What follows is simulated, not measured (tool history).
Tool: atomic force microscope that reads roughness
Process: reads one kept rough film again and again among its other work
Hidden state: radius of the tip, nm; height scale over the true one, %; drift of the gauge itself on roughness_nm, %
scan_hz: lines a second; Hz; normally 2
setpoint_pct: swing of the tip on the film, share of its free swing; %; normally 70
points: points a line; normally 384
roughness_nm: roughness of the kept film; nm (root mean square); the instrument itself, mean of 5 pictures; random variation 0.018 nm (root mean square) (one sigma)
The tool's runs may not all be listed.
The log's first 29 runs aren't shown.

run	hour	scan_hz	setpoint_pct	points	pictures with this tip	hours of work since the height scale was calibrated	roughness_nm
# hour 821.1: new tip fitted
30	839.2	1.26	64	1015	31	820	4.623
31	876.5	1.94	72	437	94	846	4.385
32	911.8	1.94	72	437	154	871	4.378
33	931	1.94	72	437	187	885	4.387
34	957.8	2	68	874	232	904	4.47
35	975.1	2.43	71	750	261	917	4.308
# hour 982.7: new tip fitted
36	1003.9	2.43	71	750	36	937	4.308
37	1026.9	2.43	71	750	75	953	4.322
38	1048.3	0.97	71	310	112	968	4.581
39	1066.6	0.97	71	310	143	981	4.608

Branching from run 39: 4 alternative next runs. What would each branch give?
A	1088.8	0.7	58	1000	180	997	?
B	1088.8	0.97	56	472	180	997	?
C	1088.8	1.93	71	310	180	997	?
D	1088.8	3.51	70	366	180	997	?

run	roughness_nm
A	4.764
B	4.699
C	4.405
D	4.155
Had the tool no hidden state, the same runs would have come out as:
run	roughness_nm
A	4.777
B	4.711
C	4.417
D	4.166
